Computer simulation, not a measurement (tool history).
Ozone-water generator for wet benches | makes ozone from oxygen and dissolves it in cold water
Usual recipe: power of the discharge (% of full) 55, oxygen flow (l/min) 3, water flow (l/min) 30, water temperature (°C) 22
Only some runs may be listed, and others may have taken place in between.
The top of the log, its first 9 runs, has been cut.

run,hour,power of the discharge (% of full),oxygen flow (l/min),water flow (l/min),water temperature (°C),dissolved ozone (ppm),ozone in the gas ahead of the water (g/m3)
10,359.4,85,4.81,30,22,8.21,123.2
11,401.4,55,3,30,22,5.7,117.1
12,441.9,55,3,30,22,5.62,118.6
13,497.4,55,3,30,27,5.42,118.1
14,526.9,55,3,30,27,5.62,117.4
15,581.7,71,3,30,22,6.43,134.6
16,622.1,55,3,30,22,5.52,118.7
17,658.4,55,3,30,22,5.38,117.2
18,692.1,73,2.31,36,22,4.96,151.4
19,724.5,59,3,30,14,6.27,121.9
20,767.9,59,3,30,14,6.19,121.9
21,824.1,65,2.6,40,14,4.34,136.6
22,864.9,46,2.6,40,14,3.64,113.3
23,891.3,77,4.03,21,17,10.86,124.5
24,935.1,77,4.03,23,14,10.2,125.3
25,963.5,55,2.99,30,22,5.64,118.4
26,992.5,55,3,30,15,5.91,116.3
27,1022.1,55,3,30,15,5.92,117.8
28,1065,55,3,30,15,5.73,118.1
29,1106.2,55,3,30,20,5.59,116.7
30,1144.9,55,5.1,31,22,6.26,94.7
31,1191.3,55,2.56,31,24,5.06,123.5
32,1231.9,77,5.03,37,28,5.75,112.8

What if the next run were any one of these 3? Each begins from the tool's condition after run 32:
A,1255,55,3,31,22,?,?
B,1255,44,5.03,37,28,?,?
C,1255,53,1.74,35,22,?,?

run,dissolved ozone (ppm),ozone in the gas ahead of the water (g/m3)
A,5.3,117.1
B,4.2,83.8
C,3.64,141.7
With no hidden state in the tool, these same runs would have given:
run,dissolved ozone (ppm),ozone in the gas ahead of the water (g/m3)
A,5.79,123.4
B,4.58,87.6
C,3.97,149.1
